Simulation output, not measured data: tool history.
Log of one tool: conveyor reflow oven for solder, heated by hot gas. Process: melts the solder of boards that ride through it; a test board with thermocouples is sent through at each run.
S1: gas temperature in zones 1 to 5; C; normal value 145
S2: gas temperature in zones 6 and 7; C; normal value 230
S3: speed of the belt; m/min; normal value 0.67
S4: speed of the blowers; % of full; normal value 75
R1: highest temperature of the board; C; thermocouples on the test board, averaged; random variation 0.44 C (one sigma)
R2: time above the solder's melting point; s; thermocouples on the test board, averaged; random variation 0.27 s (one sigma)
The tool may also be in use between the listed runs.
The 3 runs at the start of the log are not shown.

run,hour,S1,S2,S3,S4,R1,R2
4,66,145,230,0.67,75,216,49.7
5,88.4,145,230,0.67,75,217.3,50
6,119.2,145,230,0.67,75,216.4,49.7
7,140.4,145,230,0.67,75,216.3,49.6
8,155.1,145,230,0.67,75,216.7,49.1
9,174.1,145,230,0.67,75,216.5,49.5
10,202.6,145,230,0.67,75,215.3,49
11,236.5,145,230,0.67,75,216.2,48.9
12,250.7,145,230,0.67,75,216.2,48.6
13,272.4,145,230,0.67,75,216.5,49.1
14,293,145,232,0.67,75,217.2,49.9
15,326.4,145,230,0.67,75,215.7,48.7
16,352.5,144,230,0.67,75,215.6,48.3
17,373,144,230,0.67,75,215,48.4
# hour 379: belt drive overhauled, speed set with a stopwatch
18,408.9,144,230,0.67,75,214.4,48.2
19,432.6,132,221,0.64,54,201.4,33.8
# hour 439.6: belt drive overhauled, speed set with a stopwatch, once more
20,461.1,132,237,0.738,54,209,33.9
21,479.1,132,239,0.738,90,219.7,42.5
22,509.3,144,235,0.576,90,224.2,63.2
23,538,146,222,0.66,69,206.8,42.3
# hour 564.5: flux residue cleaned out of gas plates and filters
24,575.7,146,222,0.66,69,208.7,46.2
25,594.4,145,227,0.796,75,209.6,36.9
26,626.4,145,227,0.796,75,209.9,37.8
27,649.5,145,227,0.796,75,209.7,37.7

What does the tool deliver on the next run?
28,665.4,145,229,0.67,67,?,?

Run 28 measured R1 215.1 C, R2 48.2 s.
The same run, on a tool lacking any hidden state, would have yielded R1 217.4 C, R2 49.6 s.

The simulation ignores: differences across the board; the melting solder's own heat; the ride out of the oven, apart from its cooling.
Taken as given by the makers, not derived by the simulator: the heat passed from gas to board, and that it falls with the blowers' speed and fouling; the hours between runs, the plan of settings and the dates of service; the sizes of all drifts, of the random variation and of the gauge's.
